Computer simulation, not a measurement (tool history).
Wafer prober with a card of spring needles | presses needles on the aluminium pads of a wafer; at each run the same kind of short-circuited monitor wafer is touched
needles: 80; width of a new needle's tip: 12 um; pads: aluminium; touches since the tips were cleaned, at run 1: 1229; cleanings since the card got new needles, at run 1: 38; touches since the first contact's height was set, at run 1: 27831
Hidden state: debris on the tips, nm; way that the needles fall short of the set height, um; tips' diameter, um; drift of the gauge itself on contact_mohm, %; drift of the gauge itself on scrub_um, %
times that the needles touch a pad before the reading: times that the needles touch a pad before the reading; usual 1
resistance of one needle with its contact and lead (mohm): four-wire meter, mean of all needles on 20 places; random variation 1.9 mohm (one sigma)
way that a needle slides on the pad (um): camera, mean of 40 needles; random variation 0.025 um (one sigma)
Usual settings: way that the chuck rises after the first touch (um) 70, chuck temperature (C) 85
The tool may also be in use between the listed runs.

run,hour,way that the chuck rises after the first touch (um),chuck temperature (C),times that the needles touch a pad before the reading,touches since the tips were cleaned,cleanings since the card got new needles,touches since the first contact's height was set,resistance of one needle with its contact and lead (mohm),way that a needle slides on the pad (um)
1,0,70,85,1,1229,38,27831,252,11.33
# hour 3.8: tips cleaned on abrasive film
2,4.9,70,85,1,298,39,29128,220,11.38
3,10.6,70,26,1,1845,39,30675,262,11.32
# hour 12: tips cleaned on abrasive film
4,14.8,70,26,1,762,40,31797,225,11.35
5,19.1,70,26,1,1933,40,32968,262,11.38
# hour 20.4: tips cleaned on abrasive film
6,25.8,70,85,2,1486,41,34771,231,11.32
# hour 28.4: tips cleaned on abrasive film
7,30.7,70,85,2,624,42,36066,218,11.31
8,36.1,70,85,2,2092,42,37534,241,11.32
# hour 36.7: tips cleaned on abrasive film
9,41.6,70,85,1,1334,43,39022,253,11.3
# hour 45.3: tips cleaned on abrasive film
10,47.7,70,85,1,643,44,40640,232,11.33
11,52.6,59,85,1,1970,44,41967,285,9.44
# hour 53.3: tips cleaned on abrasive film
# hour 53.6: height of the first contact set anew
12,58.9,70,59,1,1430,45,1430,253,11.13
# hour 61.9: tips cleaned on abrasive film
13,65.3,70,59,1,904,46,3136,239,11.18
# hour 70.4: tips cleaned on abrasive film
14,72.3,70,59,1,524,47,5023,222,11.11
# hour 78.4: tips cleaned on abrasive film
15,81.3,70,59,1,781,48,7439,238,11.09
# hour 86.4: tips cleaned on abrasive film
# hour 89: height of the first contact set anew, once more
16,89.1,70,59,1,643,49,33,226,11.55
# hour 95.1: tips cleaned on abrasive film
17,97.7,70,85,3,707,50,2349,208,11.53
18,102.5,53,85,1,2014,50,3656,308,8.71
# hour 103.4: tips cleaned on abrasive film
19,107,68,43,1,962,51,4843,236,11.16
# hour 111.7: tips cleaned on abrasive film
20,114.1,68,43,1,657,52,6759,230,11.16
21,119.4,88,34,1,2079,52,8181,241,14.4
# hour 119.9: tips cleaned on abrasive film
22,123.2,85,67,1,885,53,9190,228,13.92
# hour 128: tips cleaned on abrasive film
23,131.8,50,67,1,1039,54,11504,276,8.19
# hour 136: tips cleaned on abrasive film
24,137.6,70,85,1,446,55,13062,224,11.42
25,142.9,55,85,1,1881,55,14497,305,8.99
# hour 144.2: tips cleaned on abrasive film
26,150.9,85,74,1,1814,56,16657,248,13.88
# hour 152.3: tips cleaned on abrasive film
27,156,56,74,2,1026,57,18023,242,9.11
# hour 160.7: tips cleaned on abrasive film
28,162.6,86,53,2,517,58,19784,205,14.04
29,168.3,86,53,2,2074,58,21341,229,14.05
# hour 169: tips cleaned on abrasive film
30,173.8,83,97,2,1324,59,22813,228,13.49
# hour 177.5: tips cleaned on abrasive film
31,178.9,70,85,3,390,60,24158,206,11.33
32,183.6,70,37,2,1669,60,25437,232,11.37
# hour 185.7: tips cleaned on abrasive film
33,192,62,85,1,1729,61,27706,283,10

The same runs without the tool's hidden state, with the same run-to-run variation:
run,resistance of one needle with its contact and lead (mohm),way that a needle slides on the pad (um)
1,200,11.49
2,200,11.55
3,190,11.49
4,185,11.53
5,188,11.56
6,197,11.51
7,198,11.52
8,198,11.53
9,198,11.52
10,201,11.56
11,197,9.67
12,193,11.5
13,190,11.57
14,192,11.51
15,196,11.5
16,195,11.55
17,196,11.54
18,201,8.73
19,188,11.18
20,193,11.2
21,187,14.45
22,196,13.98
23,195,8.26
24,196,11.51
25,202,9.08
26,199,13.98
27,201,9.23
28,192,14.17
29,195,14.18
30,201,13.63
31,198,11.49
32,190,11.53
33,202,10.18

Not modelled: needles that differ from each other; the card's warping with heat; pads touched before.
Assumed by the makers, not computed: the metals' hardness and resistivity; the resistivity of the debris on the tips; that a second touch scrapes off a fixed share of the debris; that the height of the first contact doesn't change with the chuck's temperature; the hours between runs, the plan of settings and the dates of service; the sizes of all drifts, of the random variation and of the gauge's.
